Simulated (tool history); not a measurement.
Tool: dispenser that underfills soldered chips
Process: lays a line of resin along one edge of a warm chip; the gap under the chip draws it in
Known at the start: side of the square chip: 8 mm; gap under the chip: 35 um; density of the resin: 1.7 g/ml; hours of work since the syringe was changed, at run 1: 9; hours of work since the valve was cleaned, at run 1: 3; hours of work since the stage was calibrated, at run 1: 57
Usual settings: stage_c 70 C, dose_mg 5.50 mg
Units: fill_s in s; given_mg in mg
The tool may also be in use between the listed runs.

run	hour	stage_c	dose_mg	hours of work since the syringe was changed	hours of work since the valve was cleaned	hours of work since the stage was calibrated	fill_s	given_mg
1	0.0	70	5.50	9	3	57	67.6	5.491
# hour 4.4: new syringe of resin
2	4.5	70	5.50	0	6	59	40.9	5.468
3	7.7	57	5.50	2	8	62	69.7	5.472
4	9.8	57	5.50	3	9	63	73.1	5.441
5	13.6	57	5.50	6	12	65	87.5	5.456
6	15.7	73	5.50	7	13	67	55.1	5.463
7	20.8	70	5.48	11	16	70	71.7	5.418
# hour 22.9: new syringe of resin
8	25.7	70	5.48	2	19	73	44.6	5.414
9	28.5	70	5.48	4	21	75	50.1	5.425
10	33.2	76	5.41	7	24	78	47.6	5.335
11	37.6	76	5.41	9	27	81	57.6	5.320
# hour 41.4: new syringe of resin
12	42.5	78	5.27	1	30	84	33.2	5.195
13	45.7	78	5.27	3	32	86	36.8	5.177
14	50.8	57	6.61	6	35	89	86.0	6.488
15	54.9	62	6.72	9	38	92	83.8	6.584
# hour 59.9: new syringe of resin
16	59.9	62	6.72	0	41	95	49.6	6.554
17	64.6	85	6.72	3	44	98	29.5	6.576
18	69.4	82	5.73	6	47	101	38.4	5.594

Hidden state or all else? Some run-to-run changes of fill_s, split into what the settings, what came in and random variation would give without the hidden state, and what is left for the hidden state (with any gauge scatter that isn't in both results):
The hidden state here: resin's viscosity, % of fresh resin's; dose that the valve gives, % of what is set; true chip temperature over the reading, C; drift of the gauge itself on fill_s, %; drift of the gauge itself on given_mg, %.
Run 13 -> 14: stage_c 78 -> 57, dose_mg 5.27 -> 6.61. fill_s +49.2 s: hidden state +19.8, all else +29.4.
Run 15 -> 16: new syringe of resin. fill_s -34.2 s: hidden state -32.9, all else -1.3.

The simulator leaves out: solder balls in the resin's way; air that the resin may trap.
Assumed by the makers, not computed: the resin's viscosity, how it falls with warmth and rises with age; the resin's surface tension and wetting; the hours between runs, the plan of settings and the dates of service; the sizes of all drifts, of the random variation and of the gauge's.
